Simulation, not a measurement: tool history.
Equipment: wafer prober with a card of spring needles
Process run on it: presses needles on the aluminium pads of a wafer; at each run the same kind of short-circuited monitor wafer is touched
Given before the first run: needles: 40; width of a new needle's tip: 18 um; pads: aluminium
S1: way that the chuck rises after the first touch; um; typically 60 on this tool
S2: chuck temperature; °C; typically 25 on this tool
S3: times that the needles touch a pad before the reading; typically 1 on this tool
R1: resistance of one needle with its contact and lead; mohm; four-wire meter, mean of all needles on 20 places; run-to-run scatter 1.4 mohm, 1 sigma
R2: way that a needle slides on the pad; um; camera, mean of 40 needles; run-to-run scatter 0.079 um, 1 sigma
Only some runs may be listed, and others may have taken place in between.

run	hour	S1	S2	S3	R1	R2
1	0	60	25	1	114	8.38
# hour 4.6: tips cleaned on abrasive film
# hour 8.3: tips cleaned on abrasive film
# hour 12: tips cleaned on abrasive film
# hour 15.7: tips cleaned on abrasive film
# hour 19.4: tips cleaned on abrasive film
# hour 24: tips cleaned on abrasive film
# hour 28.6: tips cleaned on abrasive film
# hour 33.2: tips cleaned on abrasive film
2	36.4	60	25	1	113	8.4
# hour 37.4: tips cleaned on abrasive film
# hour 41.1: tips cleaned on abrasive film
# hour 45.7: tips cleaned on abrasive film
# hour 50.3: tips cleaned on abrasive film
# hour 54.9: tips cleaned on abrasive film
# hour 55.2: height of the first contact set anew
# hour 59.8: tips cleaned on abrasive film
# hour 64.4: tips cleaned on abrasive film
# hour 68.1: tips cleaned on abrasive film
3	68.5	60	25	1	112	8.54
# hour 72.2: tips cleaned on abrasive film
# hour 76.8: tips cleaned on abrasive film
# hour 80.5: tips cleaned on abrasive film
# hour 84.2: tips cleaned on abrasive film
# hour 88.8: tips cleaned on abrasive film
# hour 93.4: tips cleaned on abrasive film
# hour 97.1: tips cleaned on abrasive film
# hour 100.8: tips cleaned on abrasive film
# hour 105.4: tips cleaned on abrasive film
# hour 109.1: tips cleaned on abrasive film
4	111.4	60	25	2	112	8.41
# hour 113.3: tips cleaned on abrasive film
# hour 117: tips cleaned on abrasive film
# hour 120.7: tips cleaned on abrasive film
# hour 124.4: tips cleaned on abrasive film
# hour 129: tips cleaned on abrasive film
# hour 133.6: tips cleaned on abrasive film
# hour 137.9: tips cleaned on abrasive film
5	137.9	60	25	1	114	8.45
# hour 141.6: tips cleaned on abrasive film
# hour 146.2: tips cleaned on abrasive film
# hour 149.9: tips cleaned on abrasive film
# hour 153.6: tips cleaned on abrasive film
# hour 157.3: tips cleaned on abrasive film
# hour 161: tips cleaned on abrasive film
# hour 165.6: tips cleaned on abrasive film
6	167.8	43	25	1	120	6.02
# hour 169.7: tips cleaned on abrasive film
# hour 173.4: tips cleaned on abrasive film
# hour 178: tips cleaned on abrasive film
# hour 181.7: tips cleaned on abrasive film
# hour 186.3: tips cleaned on abrasive film
# hour 190: tips cleaned on abrasive film
# hour 193.7: tips cleaned on abrasive film
# hour 198.3: tips cleaned on abrasive film
# hour 202.9: tips cleaned on abrasive film
# hour 206.6: tips cleaned on abrasive film
# hour 211.2: tips cleaned on abrasive film
7	212.1	60	25	1	114	8.32
# hour 214.9: tips cleaned on abrasive film
# hour 218.6: tips cleaned on abrasive film
# hour 223.2: tips cleaned on abrasive film
# hour 226.9: tips cleaned on abrasive film
# hour 230.6: tips cleaned on abrasive film
# hour 235.2: tips cleaned on abrasive film
# hour 239.8: tips cleaned on abrasive film
# hour 244.4: tips cleaned on abrasive film
# hour 249: tips cleaned on abrasive film
# hour 253.6: tips cleaned on abrasive film
# hour 258.2: tips cleaned on abrasive film
# hour 261.9: tips cleaned on abrasive film
# hour 265.6: tips cleaned on abrasive film
8	266.4	60	25	1	114	8.44
# hour 270.1: tips cleaned on abrasive film
# hour 273.8: tips cleaned on abrasive film
# hour 278.4: tips cleaned on abrasive film
# hour 282.1: tips cleaned on abrasive film
# hour 286.7: tips cleaned on abrasive film
# hour 291.3: tips cleaned on abrasive film
# hour 295.9: tips cleaned on abrasive film
# hour 299.6: tips cleaned on abrasive film
# hour 304.2: tips cleaned on abrasive film
# hour 307.9: tips cleaned on abrasive film
9	308.5	60	25	1	113	8.36
# hour 312.2: tips cleaned on abrasive film
# hour 316.8: tips cleaned on abrasive film
# hour 321.4: tips cleaned on abrasive film
# hour 326: tips cleaned on abrasive film
# hour 330.6: tips cleaned on abrasive film
# hour 335.2: tips cleaned on abrasive film
# hour 338.9: tips cleaned on abrasive film
# hour 343.5: tips cleaned on abrasive film
# hour 347.2: tips cleaned on abrasive film
10	348.9	54	36	2	119	7.66
# hour 351.7: tips cleaned on abrasive film
# hour 356.3: tips cleaned on abrasive film
# hour 360: tips cleaned on abrasive film
# hour 364.6: tips cleaned on abrasive film
# hour 369.2: tips cleaned on abrasive film
# hour 373.8: tips cleaned on abrasive film
# hour 377.5: tips cleaned on abrasive film
# hour 381.2: tips cleaned on abrasive film
11	383	60	42	2	117	8.39
# hour 385: tips cleaned on abrasive film
# hour 397: card fitted with new needles
# hour 400.7: tips cleaned on abrasive film
# hour 404.4: tips cleaned on abrasive film
# hour 409: tips cleaned on abrasive film
# hour 413.6: tips cleaned on abrasive film
# hour 418.1: tips cleaned on abrasive film
# hour 421.8: tips cleaned on abrasive film
# hour 425.5: tips cleaned on abrasive film
# hour 429.2: tips cleaned on abrasive film
# hour 433.8: tips cleaned on abrasive film
# hour 438.4: tips cleaned on abrasive film
12	441.4	60	42	2	116	8.37
# hour 442.4: tips cleaned on abrasive film
# hour 447: tips cleaned on abrasive film
# hour 450.7: tips cleaned on abrasive film
# hour 455.3: tips cleaned on abrasive film
# hour 459: tips cleaned on abrasive film
# hour 463.6: tips cleaned on abrasive film
# hour 467.3: tips cleaned on abrasive film
# hour 471: tips cleaned on abrasive film
# hour 474.7: tips cleaned on abrasive film
# hour 479.3: tips cleaned on abrasive film
13	482.1	43	54	1	123	6.03
# hour 483.1: tips cleaned on abrasive film
# hour 487.7: tips cleaned on abrasive film
# hour 491.4: tips cleaned on abrasive film
# hour 496: tips cleaned on abrasive film
# hour 500.6: tips cleaned on abrasive film
# hour 504.3: tips cleaned on abrasive film
# hour 508: tips cleaned on abrasive film
# hour 512.6: tips cleaned on abrasive film
# hour 516.3: tips cleaned on abrasive film
# hour 520.9: tips cleaned on abrasive film
14	521.4	43	54	1	124	6.09
# hour 525.1: tips cleaned on abrasive film
# hour 528.8: tips cleaned on abrasive film
# hour 532.5: tips cleaned on abrasive film
# hour 537.1: tips cleaned on abrasive film
# hour 540.8: tips cleaned on abrasive film
# hour 544.5: tips cleaned on abrasive film
# hour 548.2: tips cleaned on abrasive film
# hour 552.8: tips cleaned on abrasive film
# hour 557.4: tips cleaned on abrasive film
# hour 561.3: tips cleaned on abrasive film
15	561.3	43	54	1	123	6.03
# hour 565: tips cleaned on abrasive film
# hour 568.7: tips cleaned on abrasive film
# hour 572.4: tips cleaned on abrasive film
# hour 577: tips cleaned on abrasive film
# hour 581.6: tips cleaned on abrasive film
# hour 585.3: tips cleaned on abrasive film
# hour 589.9: tips cleaned on abrasive film
16	591.3	71	25	2	113	9.84
# hour 594.1: tips cleaned on abrasive film
# hour 597.8: tips cleaned on abrasive film
# hour 602.4: tips cleaned on abrasive film
# hour 606.1: tips cleaned on abrasive film
# hour 610.7: tips cleaned on abrasive film
# hour 615.3: tips cleaned on abrasive film
# hour 618.9: tips cleaned on abrasive film
# hour 623.5: tips cleaned on abrasive film
# hour 628.1: tips cleaned on abrasive film
# hour 632.7: tips cleaned on abrasive film
# hour 637.3: tips cleaned on abrasive film
# hour 641.7: tips cleaned on abrasive film
17	641.7	80	72	2	116	11.31

Each row is a separate what-if for the run after 17, all from the same tool condition, not one after another. Results?
# hour 646.3: tips cleaned on abrasive film
# hour 650.9: tips cleaned on abrasive film
# hour 654.6: tips cleaned on abrasive film
# hour 658.3: tips cleaned on abrasive film
# hour 662: tips cleaned on abrasive film
# hour 665.7: tips cleaned on abrasive film
# hour 670.3: tips cleaned on abrasive film
# hour 674: tips cleaned on abrasive film
# hour 677.7: tips cleaned on abrasive film
# hour 681.4: tips cleaned on abrasive film
# hour 686: tips cleaned on abrasive film
# hour 689.7: tips cleaned on abrasive film
# hour 693.4: tips cleaned on abrasive film
# hour 697.5: tips cleaned on abrasive film
A	697.5	46	62	1	?	?
# hour 646.3: tips cleaned on abrasive film
# hour 650.9: tips cleaned on abrasive film
# hour 654.6: tips cleaned on abrasive film
# hour 658.3: tips cleaned on abrasive film
# hour 662: tips cleaned on abrasive film
# hour 665.7: tips cleaned on abrasive film
# hour 670.3: tips cleaned on abrasive film
# hour 674: tips cleaned on abrasive film
# hour 677.7: tips cleaned on abrasive film
# hour 681.4: tips cleaned on abrasive film
# hour 686: tips cleaned on abrasive film
# hour 689.7: tips cleaned on abrasive film
# hour 693.4: tips cleaned on abrasive film
# hour 697.5: tips cleaned on abrasive film
B	697.5	64	72	1	?	?
# hour 646.3: tips cleaned on abrasive film
# hour 650.9: tips cleaned on abrasive film
# hour 654.6: tips cleaned on abrasive film
# hour 658.3: tips cleaned on abrasive film
# hour 662: tips cleaned on abrasive film
# hour 665.7: tips cleaned on abrasive film
# hour 670.3: tips cleaned on abrasive film
# hour 674: tips cleaned on abrasive film
# hour 677.7: tips cleaned on abrasive film
# hour 681.4: tips cleaned on abrasive film
# hour 686: tips cleaned on abrasive film
# hour 689.7: tips cleaned on abrasive film
# hour 693.4: tips cleaned on abrasive film
# hour 697.5: tips cleaned on abrasive film
C	697.5	60	25	1	?	?
# hour 646.3: tips cleaned on abrasive film
# hour 650.9: tips cleaned on abrasive film
# hour 654.6: tips cleaned on abrasive film
# hour 658.3: tips cleaned on abrasive film
# hour 662: tips cleaned on abrasive film
# hour 665.7: tips cleaned on abrasive film
# hour 670.3: tips cleaned on abrasive film
# hour 674: tips cleaned on abrasive film
# hour 677.7: tips cleaned on abrasive film
# hour 681.4: tips cleaned on abrasive film
# hour 686: tips cleaned on abrasive film
# hour 689.7: tips cleaned on abrasive film
# hour 693.4: tips cleaned on abrasive film
# hour 697.5: tips cleaned on abrasive film
D	697.5	80	72	3	?	?

run	R1	R2
A	123	6.47
B	118	8.97
C	114	8.34
D	117	11.03
What these runs would have given with no unlogged condition in the tool:
run	R1	R2
A	123	6.47
B	118	8.98
C	114	8.35
D	117	11.03
